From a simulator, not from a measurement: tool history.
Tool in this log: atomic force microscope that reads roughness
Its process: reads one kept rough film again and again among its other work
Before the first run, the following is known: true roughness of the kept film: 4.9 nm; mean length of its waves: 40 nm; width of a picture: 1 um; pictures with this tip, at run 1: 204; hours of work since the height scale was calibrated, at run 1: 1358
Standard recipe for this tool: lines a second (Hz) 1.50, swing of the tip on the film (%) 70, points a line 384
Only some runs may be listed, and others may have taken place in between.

| run | hour | lines a second (Hz) | swing of the tip on the film (%) | points a line | pictures with this tip | hours of work since the height scale was calibrated | roughness of the kept film (nm (root mean square)) |
|---|---|---|---|---|---|---|---|
| 1 | 0.0 | 1.50 | 70 | 384 | 204 | 1358 | 3.928 |
|  | 39.9 | new tip fitted |
| 2 | 69.3 | 1.50 | 63 | 384 | 36 | 1404 | 4.445 |
| 3 | 111.4 | 1.50 | 63 | 384 | 88 | 1432 | 4.302 |
| 4 | 178.5 | 1.50 | 70 | 384 | 170 | 1476 | 4.059 |
| 5 | 214.8 | 1.50 | 70 | 384 | 215 | 1501 | 3.976 |
|  | 244.7 | new tip fitted |
| 6 | 262.0 | 1.50 | 70 | 384 | 21 | 1532 | 4.366 |
| 7 | 293.2 | 1.50 | 75 | 384 | 59 | 1553 | 4.189 |

For run 8, what comes out?
| 8 | 367.0 | 1.42 | 81 | 384 | 150 | 1602 | ? |

roughness of the kept film (nm (root mean square)): 3.947
Had the tool carried no hidden state, the very same run would have given roughness of the kept film (nm (root mean square)) 4.154.

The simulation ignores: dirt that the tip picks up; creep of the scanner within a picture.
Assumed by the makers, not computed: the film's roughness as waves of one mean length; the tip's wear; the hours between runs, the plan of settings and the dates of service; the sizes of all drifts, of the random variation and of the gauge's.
